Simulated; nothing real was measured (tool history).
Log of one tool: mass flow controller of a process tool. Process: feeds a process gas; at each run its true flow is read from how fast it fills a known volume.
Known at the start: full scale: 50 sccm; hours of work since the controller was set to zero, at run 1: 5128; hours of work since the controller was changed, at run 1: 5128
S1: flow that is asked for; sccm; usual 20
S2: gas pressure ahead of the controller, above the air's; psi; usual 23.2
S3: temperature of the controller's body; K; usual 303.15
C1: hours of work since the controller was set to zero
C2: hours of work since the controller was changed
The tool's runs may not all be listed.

{"run": 1, "hour": 0.0, "S1": 20, "S2": 23.2, "S3": 303.15, "C1": 5128, "C2": 5128, "true flow (%)": 97.46}
{"run": 2, "hour": 377.0, "S1": 20, "S2": 23.2, "S3": 303.15, "C1": 5368, "C2": 5368, "true flow (%)": 97.58}
{"run": 3, "hour": 822.0, "S1": 20, "S2": 23.2, "S3": 303.15, "C1": 5651, "C2": 5651, "true flow (%)": 97.57}
{"run": 4, "hour": 1256.2, "S1": 20, "S2": 23.2, "S3": 303.15, "C1": 5927, "C2": 5927, "true flow (%)": 97.61}
{"run": 5, "hour": 1555.0, "S1": 20, "S2": 23.2, "S3": 303.15, "C1": 6118, "C2": 6118, "true flow (%)": 97.45}
{"run": 6, "hour": 1810.7, "S1": 20, "S2": 26.4, "S3": 303.15, "C1": 6280, "C2": 6280, "true flow (%)": 97.68}
{"run": 7, "hour": 2286.7, "S1": 20, "S2": 26.4, "S3": 303.15, "C1": 6583, "C2": 6583, "true flow (%)": 97.63}
{"run": 8, "hour": 2587.3, "S1": 20, "S2": 26.4, "S3": 303.15, "C1": 6775, "C2": 6775, "true flow (%)": 97.7}
{"run": 9, "hour": 3054.0, "S1": 20, "S2": 26.4, "S3": 302.15, "C1": 7072, "C2": 7072, "true flow (%)": 97.81}
{"run": 10, "hour": 3311.7, "S1": 17, "S2": 31.8, "S3": 299.15, "C1": 7236, "C2": 7236, "true flow (%)": 97.91}
{"hour": 3720.0, "done": "controller's zero set anew"}
{"run": 11, "hour": 3782.9, "S1": 17, "S2": 31.8, "S3": 299.15, "C1": 40, "C2": 7535, "true flow (%)": 97.69}
{"run": 12, "hour": 4223.0, "S1": 13, "S2": 22.0, "S3": 305.15, "C1": 320, "C2": 7815, "true flow (%)": 97.0}
{"run": 13, "hour": 4688.9, "S1": 20, "S2": 24.1, "S3": 310.15, "C1": 617, "C2": 8112, "true flow (%)": 97.28}
{"run": 14, "hour": 5086.1, "S1": 20, "S2": 24.1, "S3": 310.15, "C1": 869, "C2": 8365, "true flow (%)": 97.33}
{"run": 15, "hour": 5491.7, "S1": 9, "S2": 28.0, "S3": 307.15, "C1": 1128, "C2": 8623, "true flow (%)": 96.96}
{"run": 16, "hour": 5878.9, "S1": 16, "S2": 21.5, "S3": 308.15, "C1": 1374, "C2": 8869, "true flow (%)": 97.03}
{"run": 17, "hour": 6184.7, "S1": 20, "S2": 30.0, "S3": 306.15, "C1": 1569, "C2": 9064, "true flow (%)": 97.76}
{"run": 18, "hour": 6455.4, "S1": 20, "S2": 30.0, "S3": 306.15, "C1": 1741, "C2": 9236, "true flow (%)": 97.75}

3 ways to go on from here, each from the tool as it stands after run 18. What would each give?
{"run": "A", "hour": 6830.2, "S1": 21, "S2": 30.0, "S3": 303.15, "C1": 1979, "C2": 9475, "true flow (%)": "?"}
{"run": "B", "hour": 6830.2, "S1": 20, "S2": 24.7, "S3": 306.15, "C1": 1979, "C2": 9475, "true flow (%)": "?"}
{"run": "C", "hour": 6830.2, "S1": 22, "S2": 30.0, "S3": 306.15, "C1": 1979, "C2": 9475, "true flow (%)": "?"}

run=A true_flow_(%)=97.93
run=B true_flow_(%)=97.52
run=C true_flow_(%)=97.85
Without the tool's hidden state the same runs would have given:
run=A true_flow_(%)=97.95
run=B true_flow_(%)=97.54
run=C true_flow_(%)=97.87

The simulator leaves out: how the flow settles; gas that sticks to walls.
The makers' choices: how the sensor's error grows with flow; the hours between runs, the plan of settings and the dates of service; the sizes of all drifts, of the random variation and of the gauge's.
